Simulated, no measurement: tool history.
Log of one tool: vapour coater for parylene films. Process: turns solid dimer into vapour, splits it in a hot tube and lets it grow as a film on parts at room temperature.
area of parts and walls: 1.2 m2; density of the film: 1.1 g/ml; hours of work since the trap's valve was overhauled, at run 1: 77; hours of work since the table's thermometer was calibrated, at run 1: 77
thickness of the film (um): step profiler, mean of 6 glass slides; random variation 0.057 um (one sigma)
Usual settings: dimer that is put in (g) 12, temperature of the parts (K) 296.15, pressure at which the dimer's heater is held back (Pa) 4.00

| run | hour | dimer that is put in (g) | temperature of the parts (K) | pressure at which the dimer's heater is held back (Pa) | hours of work since the trap's valve was overhauled | hours of work since the table's thermometer was calibrated | thickness of the film (um) |
|---|---|---|---|---|---|---|---|
| 1 | 0.0 | 12 | 296.15 | 4.00 | 77 | 77 | 6.72 |
| 2 | 51.9 | 12 | 296.15 | 4.00 | 116 | 116 | 6.67 |
| 3 | 88.3 | 12 | 296.15 | 4.00 | 143 | 143 | 6.66 |
| 4 | 130.8 | 12 | 296.15 | 6.69 | 174 | 174 | 6.24 |
| 5 | 178.4 | 12 | 296.15 | 6.48 | 210 | 210 | 6.24 |
| 6 | 224.9 | 12 | 296.15 | 6.48 | 244 | 244 | 6.18 |
| 7 | 267.1 | 12 | 292.15 | 4.00 | 276 | 276 | 7.84 |
| 8 | 332.8 | 12 | 292.15 | 4.00 | 325 | 325 | 7.93 |
| 9 | 383.2 | 12 | 292.15 | 4.00 | 362 | 362 | 7.86 |
|  | 401.2 | trap's valve overhauled |
| 10 | 433.4 | 12 | 292.15 | 4.00 | 24 | 397 | 7.88 |
| 11 | 498.5 | 12 | 292.15 | 4.00 | 73 | 445 | 7.99 |
| 12 | 546.4 | 13 | 293.15 | 4.00 | 108 | 481 | 8.17 |
| 13 | 581.5 | 6 | 293.15 | 2.22 | 134 | 507 | 3.98 |

Hidden state at the last listed run before each entry between runs and at the first one after, where it differs:
Between runs 9 and 10: trap's valve overhauled (hour 401.2)
  vapour lost through the trap's worn valve, %: 0.4 -> 0.1
